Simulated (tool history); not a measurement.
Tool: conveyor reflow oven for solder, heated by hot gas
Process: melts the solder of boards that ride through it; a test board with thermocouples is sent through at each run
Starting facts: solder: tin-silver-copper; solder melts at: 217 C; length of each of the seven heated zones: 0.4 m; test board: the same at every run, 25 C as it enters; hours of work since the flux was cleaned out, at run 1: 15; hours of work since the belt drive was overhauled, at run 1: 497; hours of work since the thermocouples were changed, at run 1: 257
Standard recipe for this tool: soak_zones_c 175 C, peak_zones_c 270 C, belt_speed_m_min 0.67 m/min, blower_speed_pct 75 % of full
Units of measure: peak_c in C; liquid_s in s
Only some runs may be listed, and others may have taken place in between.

run   hour  soak_zones_c  peak_zones_c  belt_speed_m_min  blower_speed_pct  hours of work since the flux was cleaned out  hours of work since the belt drive was overhauled  hours of work since the thermocouples were changed  peak_c  liquid_s
  1      0           175           270              0.67                75                                            15                                                497                                                 257   255.7      57.1
  2   33.7           175           270              0.67                75                                            40                                                522                                                 283   255.6      56.7
  3   65.4           175           270              0.67                59                                            64                                                546                                                 307   251.5      52.8
  4  104.3           175           275              0.67                75                                            94                                                575                                                 336   260.1        59
  5  153.6           175           275              0.67                75                                           131                                                613                                                 373   259.5      59.2
  6    207           175           270              0.67                75                                           171                                                653                                                 414   254.9        56
  7    266           175           270             0.628                75                                           216                                                698                                                 458   256.5      61.4
  8  330.3           175           270             0.683                75                                           264                                                746                                                 507   253.4      53.7

Run 9 is up next; what results do you expect?
  9  364.9           175           270             0.772                75                                           290                                                772                                                 533       ?         ?

peak_c: 248.7 C
liquid_s: 43.5 s
If the tool had no hidden condition, the same run with the same run-to-run variation would have returned peak_c 251.2 C, liquid_s 45.4 s.
